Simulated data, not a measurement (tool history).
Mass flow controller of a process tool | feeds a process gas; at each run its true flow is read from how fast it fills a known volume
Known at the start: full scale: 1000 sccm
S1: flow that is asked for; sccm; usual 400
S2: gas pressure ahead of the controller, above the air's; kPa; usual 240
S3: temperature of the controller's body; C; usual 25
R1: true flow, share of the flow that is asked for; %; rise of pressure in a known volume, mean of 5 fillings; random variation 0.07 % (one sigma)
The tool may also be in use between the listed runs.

Run 1, day 0.000: usual settings. Result: R1 98.20 %.
Run 2, day 2.058: usual settings. Result: R1 98.28 %.
Run 3, day 3.512: usual settings but S3 28 C. Result: R1 98.40 %.
Run 4, day 6.438: usual settings but S3 28 C. Result: R1 98.56 %.
Run 5, day 8.379: usual settings but S3 28 C. Result: R1 98.68 %.
Run 6, day 10.646: usual settings but S3 28 C. Result: R1 98.64 %.
Run 7, day 12.804: usual settings but S3 28 C. Result: R1 98.84 %.
Run 8, day 15.892: usual settings but S1 212 sccm, S2 257 kPa, S3 39 C. Result: R1 98.62 %.
Run 9, day 17.342: usual settings but S1 187 sccm, S2 266 kPa, S3 22 C. Result: R1 98.05 %.
Run 10, day 19.854: usual settings but S1 187 sccm, S2 266 kPa, S3 22 C. Result: R1 98.28 %.
Run 11, day 21.254: usual settings but S1 559 sccm, S2 175 kPa. Result: R1 100.11 %.
Run 12, day 24.483: usual settings but S1 254 sccm, S2 208 kPa, S3 22 C. Result: R1 99.07 %.
Run 13, day 27.196: usual settings but S1 254 sccm, S2 208 kPa, S3 22 C. Result: R1 99.27 %.

Forecast each of these 4 alternatives for the next run:
Run A, day 30.538: usual settings but S1 176 sccm, S2 173 kPa, S3 22 C. Result: R1 ?.
Run B, day 30.538: usual settings but S1 128 sccm. Result: R1 ?.
Run C, day 30.538: usual settings but S1 186 sccm. Result: R1 ?.
Run D, day 30.538: usual settings but S1 637 sccm, S2 172 kPa, S3 33 C. Result: R1 ?.

run      R1
  A   99.56
  B   99.08
  C   99.14
  D  100.94
Without the tool's hidden state the same runs would have given:
run     R1
  A  98.00
  B  97.53
  C  97.59
  D  99.36
